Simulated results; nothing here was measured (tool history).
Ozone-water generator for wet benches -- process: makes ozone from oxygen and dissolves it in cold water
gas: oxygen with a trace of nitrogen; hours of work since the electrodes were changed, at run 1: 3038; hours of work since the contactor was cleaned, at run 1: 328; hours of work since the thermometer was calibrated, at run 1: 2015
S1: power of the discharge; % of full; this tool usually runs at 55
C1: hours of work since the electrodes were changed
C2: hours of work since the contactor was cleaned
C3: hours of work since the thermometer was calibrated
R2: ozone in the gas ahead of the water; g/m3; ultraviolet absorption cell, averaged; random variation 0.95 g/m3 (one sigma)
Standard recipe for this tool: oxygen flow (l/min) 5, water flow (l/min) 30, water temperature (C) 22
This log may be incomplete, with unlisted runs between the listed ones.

Run 1, day 0: usual settings; C1 3038; C2 328; C3 2015. Result: dissolved ozone (ppm) 10.6, R2 161.4 g/m3.
Run 2, day 4.604: usual settings; C1 3145; C2 435; C3 2122. Result: dissolved ozone (ppm) 10.6, R2 159.3 g/m3.
Run 3, day 9.296: usual settings; C1 3255; C2 545; C3 2232. Result: dissolved ozone (ppm) 10.9, R2 159.9 g/m3.
Run 4, day 14.767: usual settings; C1 3383; C2 673; C3 2360. Result: dissolved ozone (ppm) 10.9, R2 160.3 g/m3.
Run 5, day 19.438: usual settings; C1 3492; C2 782; C3 2469. Result: dissolved ozone (ppm) 10.7, R2 160.8 g/m3.
Run 6, day 24.15: usual settings but water flow (l/min) 19; C1 3602; C2 892; C3 2579. Result: dissolved ozone (ppm) 15.5, R2 163.1 g/m3.
Run 7, day 28.579: usual settings; C1 3705; C2 995; C3 2682. Result: dissolved ozone (ppm) 10.7, R2 162.7 g/m3.
Run 8, day 33.796: usual settings; C1 3827; C2 1117; C3 2804. Result: dissolved ozone (ppm) 10.6, R2 161.9 g/m3.
Run 9, day 37.446: usual settings but water temperature (C) 20; C1 3912; C2 1202; C3 2889. Result: dissolved ozone (ppm) 10.8, R2 160.1 g/m3.
Run 10, day 41.575: usual settings but water temperature (C) 20; C1 4009; C2 1299; C3 2986. Result: dissolved ozone (ppm) 10.7, R2 163 g/m3.
Run 11, day 45.517: usual settings but water flow (l/min) 21, water temperature (C) 20; C1 4101; C2 1391; C3 3078. Result: dissolved ozone (ppm) 14.8, R2 162.2 g/m3.
Run 12, day 50.783: usual settings but water flow (l/min) 21, water temperature (C) 20; C1 4224; C2 1514; C3 3201. Result: dissolved ozone (ppm) 14.9, R2 161.9 g/m3.
Run 13, day 54.717: usual settings but water flow (l/min) 21, water temperature (C) 20; C1 4316; C2 1606; C3 3293. Result: dissolved ozone (ppm) 14.6, R2 161.5 g/m3.
Run 14, day 59.646: usual settings but water flow (l/min) 24; C1 4431; C2 1721; C3 3408. Result: dissolved ozone (ppm) 12.9, R2 162.2 g/m3.
Run 15, day 62.729: usual settings but water flow (l/min) 24; C1 4503; C2 1793; C3 3480. Result: dissolved ozone (ppm) 12.7, R2 162.5 g/m3.
Run 16, day 66.929: usual settings but water flow (l/min) 24; C1 4601; C2 1891; C3 3578. Result: dissolved ozone (ppm) 12.9, R2 163.9 g/m3.
Run 17, day 70.996: usual settings but S1 95 % of full, oxygen flow (l/min) 2.8, water flow (l/min) 24; C1 4696; C2 1986; C3 3673. Result: dissolved ozone (ppm) 16.9, R2 306.4 g/m3.
Run 18, day 76.696: usual settings but S1 95 % of full, oxygen flow (l/min) 3.45, water flow (l/min) 24, water temperature (C) 27; C1 4829; C2 2119; C3 3806. Result: dissolved ozone (ppm) 16.7, R2 279.4 g/m3.
Run 19, day 81.246: usual settings but S1 95 % of full, oxygen flow (l/min) 3.45, water flow (l/min) 24, water temperature (C) 27; C1 4935; C2 2225; C3 3912. Result: dissolved ozone (ppm) 16.9, R2 281.7 g/m3.
At day 81.996: water thermometer calibrated.
Run 20, day 85.546: usual settings but S1 95 % of full, oxygen flow (l/min) 3.48, water flow (l/min) 24, water temperature (C) 25; C1 5035; C2 2325; C3 83. Result: dissolved ozone (ppm) 17.3, R2 281.2 g/m3.
Run 21, day 88.892: usual settings but S1 74 % of full, oxygen flow (l/min) 4.13, water flow (l/min) 19, water temperature (C) 16; C1 5113; C2 2403; C3 161. Result: dissolved ozone (ppm) 20.2, R2 220.1 g/m3.
Run 22, day 93.633: usual settings but water temperature (C) 23; C1 5224; C2 2514; C3 272. Result: dissolved ozone (ppm) 10.4, R2 162.8 g/m3.
Run 23, day 97.179: usual settings but S1 65 % of full, water flow (l/min) 28, water temperature (C) 23; C1 5307; C2 2597; C3 355. Result: dissolved ozone (ppm) 12.5, R2 182.9 g/m3.
Run 24, day 102.2: usual settings but S1 65 % of full, water flow (l/min) 28, water temperature (C) 23; C1 5424; C2 2714; C3 472. Result: dissolved ozone (ppm) 12.7, R2 182.3 g/m3.

Forecast each of these 4 alternatives for the next run:
Run A, day 106.221: usual settings but S1 93 % of full, water temperature (C) 24; C1 5518; C2 2808; C3 566. Result: dissolved ozone (ppm) ?, R2 ?.
Run B, day 106.221: usual settings but oxygen flow (l/min) 7.35, water temperature (C) 20; C1 5518; C2 2808; C3 566. Result: dissolved ozone (ppm) ?, R2 ?.
Run C, day 106.221: usual settings but S1 81 % of full, water temperature (C) 23; C1 5518; C2 2808; C3 566. Result: dissolved ozone (ppm) ?, R2 ?.
Run D, day 106.221: usual settings but water flow (l/min) 25; C1 5518; C2 2808; C3 566. Result: dissolved ozone (ppm) ?, R2 ?.

run  dissolved ozone (ppm)     R2
  A                   15.1  237.5
  B                   11.5  138.1
  C                   13.8  218.1
  D                   12.6  163.8
What these runs would have given with no unlogged condition in the tool:
run  dissolved ozone (ppm)     R2
  A                   15.1    233
  B                   11.5  135.4
  C                   13.8  213.9
  D                   12.6  160.6
